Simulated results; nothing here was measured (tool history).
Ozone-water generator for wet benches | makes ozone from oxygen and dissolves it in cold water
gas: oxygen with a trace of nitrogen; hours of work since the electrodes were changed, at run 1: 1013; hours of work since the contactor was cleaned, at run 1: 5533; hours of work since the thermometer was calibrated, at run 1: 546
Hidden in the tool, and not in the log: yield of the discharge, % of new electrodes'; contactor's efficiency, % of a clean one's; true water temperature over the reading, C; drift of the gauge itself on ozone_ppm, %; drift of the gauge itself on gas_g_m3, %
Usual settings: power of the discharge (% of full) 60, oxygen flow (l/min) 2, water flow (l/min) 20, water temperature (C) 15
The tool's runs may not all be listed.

| run | hour | power of the discharge (% of full) | oxygen flow (l/min) | water flow (l/min) | water temperature (C) | hours of work since the electrodes were changed | hours of work since the contactor was cleaned | hours of work since the thermometer was calibrated | dissolved ozone (ppm) | ozone in the gas ahead of the water (g/m3) |
|---|---|---|---|---|---|---|---|---|---|---|
| 1 | 0 | 60 | 2 | 20 | 15 | 1013 | 5533 | 546 | 11.3 | 206 |
| 2 | 28.6 | 60 | 2 | 20 | 15 | 1041 | 5561 | 574 | 11.6 | 205.9 |
| 3 | 41.6 | 60 | 2 | 20 | 15 | 1054 | 5574 | 587 | 11.5 | 204.4 |
| 4 | 69.9 | 60 | 2 | 20 | 15 | 1081 | 5601 | 614 | 11.6 | 204.3 |
| 5 | 89.2 | 60 | 2 | 14 | 15 | 1100 | 5620 | 633 | 15.6 | 205.4 |
| 6 | 115.6 | 60 | 2 | 31 | 11 | 1126 | 5646 | 658 | 7.6 | 203.9 |
| 7 | 132.9 | 60 | 2 | 12 | 9 | 1143 | 5662 | 675 | 19.1 | 203.4 |
| 8 | 151.5 | 60 | 2 | 12 | 9 | 1161 | 5680 | 693 | 19.2 | 204.7 |

Run 9 comes next. What will it give?
| 9 | 171.3 | 53 | 2 | 18 | 15 | 1180 | 5700 | 713 | ? | ? |

Run 9 gave dissolved ozone (ppm) 11.6, ozone in the gas ahead of the water (g/m3) 191.2.
Without the tool's hidden state the same run would have given dissolved ozone (ppm) 12.5, ozone in the gas ahead of the water (g/m3) 196.1.
